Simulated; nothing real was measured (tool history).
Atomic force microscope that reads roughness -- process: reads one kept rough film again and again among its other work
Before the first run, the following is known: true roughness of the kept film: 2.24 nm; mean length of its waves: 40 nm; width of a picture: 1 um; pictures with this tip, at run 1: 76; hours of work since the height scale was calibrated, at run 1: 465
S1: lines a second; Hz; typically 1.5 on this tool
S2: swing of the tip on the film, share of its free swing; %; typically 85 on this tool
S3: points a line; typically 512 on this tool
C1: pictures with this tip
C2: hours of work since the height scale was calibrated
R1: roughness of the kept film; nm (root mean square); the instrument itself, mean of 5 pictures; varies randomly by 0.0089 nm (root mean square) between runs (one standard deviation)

run	hour	S1	S2	S3	C1	C2	R1
1	0	1.5	85	512	76	465	1.979
2	45.3	1.5	85	512	135	484	1.963
3	73.8	1.5	85	512	173	495	1.983
# hour 77.3: new tip fitted
4	120	1.5	85	512	56	514	1.987
5	163.4	1.5	60	512	113	532	2.129
# hour 212.7: new tip fitted
6	212.7	0.51	85	512	0	552	2.098
7	233.3	0.51	85	512	27	561	2.109
8	270	1.5	85	512	75	576	1.996
9	304.3	1.5	85	512	120	590	1.979
10	329.9	1.5	85	512	153	601	1.969
# hour 347.8: new tip fitted
11	368.1	1.5	85	512	26	616	1.985
12	412.9	1.15	85	512	84	635	2.02
13	443.9	1.15	85	512	125	648	2.011
# hour 483.8: new tip fitted
14	490.6	1.15	85	512	9	667	2.016
15	525.3	1.31	71	301	54	681	2.083
16	553.8	1.11	57	346	92	693	2.136
17	596.6	0.59	85	819	147	711	2.082
# hour 618: new tip fitted
18	643.5	0.81	83	727	33	730	2.072
19	664.4	0.81	83	352	60	738	2.068
20	694.9	0.64	85	512	100	751	2.077
21	717.6	2.38	67	512	129	760	2.049
# hour 754.3: new tip fitted
22	762.9	2.38	67	512	11	779	2.048
23	787.3	2.38	67	512	43	789	2.051
24	813.2	2.71	78	302	76	800	1.92
25	842.8	1.56	60	512	115	812	2.124

The next listed run, before its measurement:
26	871.7	1.67	85	545	152	824	?

Run 26 yielded R1 1.956 nm (root mean square).
Minus the tool's unlogged condition, the same run would have read R1 1.96 nm (root mean square).
